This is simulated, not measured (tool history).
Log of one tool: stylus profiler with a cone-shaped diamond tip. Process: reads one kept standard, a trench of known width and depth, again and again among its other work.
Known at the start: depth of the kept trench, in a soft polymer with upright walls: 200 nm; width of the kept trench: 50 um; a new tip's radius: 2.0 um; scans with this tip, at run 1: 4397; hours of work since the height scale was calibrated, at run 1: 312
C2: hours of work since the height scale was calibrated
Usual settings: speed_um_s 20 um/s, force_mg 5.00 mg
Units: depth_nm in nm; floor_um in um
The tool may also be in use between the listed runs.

Run 1, hour 0.0: usual settings; scans with this tip 4397; C2 312. Result: depth_nm 204.25 nm, floor_um 47.77 um.
Run 2, hour 25.0: usual settings; scans with this tip 4662; C2 331. Result: depth_nm 204.31 nm, floor_um 47.70 um.
Run 3, hour 66.6: usual settings but force_mg 4.28 mg; scans with this tip 5105; C2 362. Result: depth_nm 203.83 nm, floor_um 47.57 um.
Run 4, hour 107.1: usual settings but force_mg 4.28 mg; scans with this tip 5535; C2 393. Result: depth_nm 203.86 nm, floor_um 47.59 um.
Run 5, hour 156.7: usual settings; scans with this tip 6062; C2 430. Result: depth_nm 204.23 nm, floor_um 47.55 um.
Run 6, hour 192.9: usual settings; scans with this tip 6447; C2 457. Result: depth_nm 204.22 nm, floor_um 47.56 um.
Run 7, hour 233.6: usual settings but speed_um_s 21 um/s; scans with this tip 6880; C2 488. Result: depth_nm 204.26 nm, floor_um 47.46 um.
Run 8, hour 269.8: usual settings but speed_um_s 21 um/s; scans with this tip 7265; C2 515. Result: depth_nm 204.20 nm, floor_um 47.46 um.
Run 9, hour 299.0: usual settings but speed_um_s 21 um/s; scans with this tip 7575; C2 537. Result: depth_nm 204.45 nm, floor_um 47.46 um.
Run 10, hour 339.6: usual settings but speed_um_s 21 um/s; scans with this tip 8007; C2 568. Result: depth_nm 204.35 nm, floor_um 47.38 um.
Run 11, hour 391.2: usual settings but speed_um_s 21 um/s; scans with this tip 8555; C2 607. Result: depth_nm 204.59 nm, floor_um 47.34 um.
Run 12, hour 438.9: usual settings but speed_um_s 21 um/s; scans with this tip 9062; C2 643. Result: depth_nm 204.40 nm, floor_um 47.35 um.
Run 13, hour 467.7: usual settings but speed_um_s 21 um/s; scans with this tip 9368; C2 665. Result: depth_nm 204.59 nm, floor_um 47.29 um.
Run 14, hour 508.2: usual settings but force_mg 14.66 mg; scans with this tip 9798; C2 695. Result: depth_nm 208.68 nm, floor_um 47.26 um.
Run 15, hour 546.7: usual settings but force_mg 14.66 mg; scans with this tip 10208; C2 724. Result: depth_nm 208.44 nm, floor_um 47.25 um.
Run 16, hour 570.9: usual settings but force_mg 14.66 mg; scans with this tip 10465; C2 743. Result: depth_nm 208.83 nm, floor_um 47.19 um.
Run 17, hour 615.5: usual settings but speed_um_s 24 um/s, force_mg 14.66 mg; scans with this tip 10939; C2 776. Result: depth_nm 208.93 nm, floor_um 47.14 um.
Run 18, hour 645.8: usual settings; scans with this tip 11261; C2 799. Result: depth_nm 204.86 nm, floor_um 47.19 um.
Run 19, hour 676.5: usual settings; scans with this tip 11587; C2 822. Result: depth_nm 204.54 nm, floor_um 47.10 um.
Run 20, hour 699.2: usual settings but force_mg 2.42 mg; scans with this tip 11829; C2 839. Result: depth_nm 203.07 nm, floor_um 47.04 um.
Run 21, hour 747.8: usual settings; scans with this tip 12345; C2 876. Result: depth_nm 204.61 nm, floor_um 47.08 um.
Run 22, hour 774.6: usual settings; scans with this tip 12630; C2 896. Result: depth_nm 204.55 nm, floor_um 47.06 um.
Run 23, hour 815.3: usual settings; scans with this tip 13062; C2 927. Result: depth_nm 204.63 nm, floor_um 47.01 um.
Run 24, hour 838.4: usual settings but speed_um_s 18 um/s, force_mg 5.09 mg; scans with this tip 13309; C2 944. Result: depth_nm 204.89 nm, floor_um 47.02 um.
Run 25, hour 881.9: usual settings but speed_um_s 18 um/s, force_mg 5.09 mg; scans with this tip 13771; C2 977. Result: depth_nm 204.90 nm, floor_um 46.98 um.
At hour 886.2: height scale calibrated on a step standard.
Run 26, hour 921.6: usual settings but speed_um_s 71 um/s, force_mg 2.09 mg; scans with this tip 14187; C2 27. Result: depth_nm 203.38 nm, floor_um 46.80 um.
Run 27, hour 967.4: usual settings but speed_um_s 71 um/s, force_mg 2.09 mg; scans with this tip 14674; C2 61. Result: depth_nm 203.25 nm, floor_um 46.74 um.
Run 28, hour 1009.4: usual settings but speed_um_s 53 um/s, force_mg 9.98 mg; scans with this tip 15121; C2 93. Result: depth_nm 207.27 nm, floor_um 46.79 um.
Run 29, hour 1041.9: usual settings but speed_um_s 53 um/s, force_mg 9.98 mg; scans with this tip 15466; C2 117. Result: depth_nm 207.47 nm, floor_um 46.86 um.
Run 30, hour 1068.0: usual settings but speed_um_s 33 um/s, force_mg 3.27 mg; scans with this tip 15744; C2 137. Result: depth_nm 204.13 nm, floor_um 46.74 um.
Run 31, hour 1093.8: usual settings but speed_um_s 16 um/s, force_mg 14.26 mg; scans with this tip 16018; C2 157. Result: depth_nm 209.02 nm, floor_um 46.76 um.
Run 32, hour 1119.6: usual settings but speed_um_s 34 um/s, force_mg 2.41 mg; scans with this tip 16292; C2 176. Result: depth_nm 203.55 nm, floor_um 46.77 um.
At hour 1137.6: height scale calibrated on a step standard, once more.
Run 33, hour 1159.7: usual settings but speed_um_s 34 um/s, force_mg 2.41 mg; scans with this tip 16713; C2 17. Result: depth_nm 202.37 nm, floor_um 46.74 um.
Run 34, hour 1204.1: usual settings but speed_um_s 5 um/s, force_mg 2.41 mg; scans with this tip 17185; C2 50. Result: depth_nm 202.32 nm, floor_um 46.78 um.
Run 35, hour 1236.4: usual settings but speed_um_s 11 um/s, force_mg 4.50 mg; scans with this tip 17528; C2 75. Result: depth_nm 203.61 nm, floor_um 46.71 um.
Run 36, hour 1286.0: usual settings but speed_um_s 11 um/s, force_mg 4.02 mg; scans with this tip 18055; C2 112. Result: depth_nm 203.50 nm, floor_um 46.67 um.
At hour 1335.3: new tip fitted, height scale calibrated.
Run 37, hour 1335.3: usual settings but speed_um_s 18 um/s, force_mg 1.67 mg; scans with this tip 0; C2 0. Result: depth_nm 201.90 nm, floor_um 48.20 um.
Run 38, hour 1378.1: usual settings but speed_um_s 18 um/s, force_mg 1.67 mg; scans with this tip 455; C2 32. Result: depth_nm 201.91 nm, floor_um 48.11 um.
Run 39, hour 1406.7: usual settings but speed_um_s 78 um/s, force_mg 7.86 mg; scans with this tip 759; C2 54. Result: depth_nm 205.61 nm, floor_um 48.12 um.
Run 40, hour 1432.3: usual settings but speed_um_s 45 um/s, force_mg 3.34 mg; scans with this tip 1031; C2 73. Result: depth_nm 203.08 nm, floor_um 48.07 um.
Run 41, hour 1474.7: usual settings but speed_um_s 39 um/s, force_mg 4.01 mg; scans with this tip 1481; C2 105. Result: depth_nm 203.59 nm, floor_um 48.05 um.
Run 42, hour 1498.4: usual settings but speed_um_s 37 um/s, force_mg 3.87 mg; scans with this tip 1734; C2 123. Result: depth_nm 203.26 nm, floor_um 48.02 um.
Run 43, hour 1522.9: usual settings but speed_um_s 9 um/s, force_mg 7.15 mg; scans with this tip 1995; C2 142. Result: depth_nm 205.08 nm, floor_um 48.01 um.
Run 44, hour 1564.4: usual settings but speed_um_s 6 um/s, force_mg 5.64 mg; scans with this tip 2435; C2 173. Result: depth_nm 204.55 nm, floor_um 47.97 um.
Run 45, hour 1605.2: usual settings but speed_um_s 6 um/s, force_mg 5.64 mg; scans with this tip 2869; C2 204. Result: depth_nm 204.23 nm, floor_um 47.89 um.

Forecast each of these 4 alternatives for the next run:
Run A, hour 1627.5: usual settings but speed_um_s 22 um/s, force_mg 11.37 mg; scans with this tip 3106; C2 220. Result: depth_nm ?, floor_um ?.
Run B, hour 1627.5: usual settings but speed_um_s 26 um/s, force_mg 1.96 mg; scans with this tip 3106; C2 220. Result: depth_nm ?, floor_um ?.
Run C, hour 1627.5: usual settings but force_mg 11.28 mg; scans with this tip 3106; C2 220. Result: depth_nm ?, floor_um ?.
Run D, hour 1627.5: usual settings but speed_um_s 36 um/s, force_mg 1.94 mg; scans with this tip 3106; C2 220. Result: depth_nm ?, floor_um ?.

run  depth_nm  floor_um
  A    207.09     47.94
  B    202.29     47.90
  C    207.12     47.97
  D    202.43     47.81
Without the tool's hidden state the same runs would have given:
run  depth_nm  floor_um
  A    206.92     48.27
  B    202.12     48.24
  C    206.95     48.30
  D    202.27     48.15
